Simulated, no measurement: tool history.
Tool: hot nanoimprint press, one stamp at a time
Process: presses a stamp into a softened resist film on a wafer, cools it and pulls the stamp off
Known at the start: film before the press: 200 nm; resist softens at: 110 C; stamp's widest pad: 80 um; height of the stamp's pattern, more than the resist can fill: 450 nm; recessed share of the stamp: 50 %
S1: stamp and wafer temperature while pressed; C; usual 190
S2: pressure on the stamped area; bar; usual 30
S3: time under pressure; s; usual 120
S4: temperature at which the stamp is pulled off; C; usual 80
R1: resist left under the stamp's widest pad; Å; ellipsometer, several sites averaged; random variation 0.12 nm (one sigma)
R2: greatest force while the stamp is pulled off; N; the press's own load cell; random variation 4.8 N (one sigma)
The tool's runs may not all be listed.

run	hour	S1	S2	S3	S4	R1	R2
1	0	190	30	120	80	886	294
2	6	190	30	120	80	886	304
3	15.4	190	30	120	80	886	317
4	24.3	190	30	120	65	887	370
5	30.9	190	28	120	80	914	298
6	37.7	190	30	120	80	884	304
7	44.1	190	30	120	80	885	332
8	54.8	190	30	120	80	883	329
9	61.6	190	30	120	80	883	315
10	66.7	187	30	146	80	923	318
11	71.6	191	47.5	119	76	683	327
12	81	180	47.5	83	76	1185	342
13	87	190	30	120	86	886	293
14	97.9	180	24.4	120	86	1353	307
15	108	180	30.1	120	85	1261	316
16	115	190	38.9	120	68	780	384
17	123.4	190	38.9	120	68	780	392

Hidden state or all else? Some run-to-run changes of R1, split into what the settings, what came in and random variation would give without the hidden state, and what is left for the hidden state (with any gauge scatter that isn't in both results):
The hidden state here: true temperature over the reading, C; pressure that arrives at the usual setting, %; grip of the stamp's worn release coat, % over a new coat's; drift of the gauge itself on residual_nm, %; drift of the gauge itself on pull_off_n, %.
Run 11 -> 12: S1 191 -> 180, S3 119 -> 83. R1 +502 Å: hidden state -12, all else +514.
Run 15 -> 16: S1 180 -> 190, S2 30.1 -> 38.9, S4 85 -> 68. R1 -481 Å: hidden state +15, all else -496.
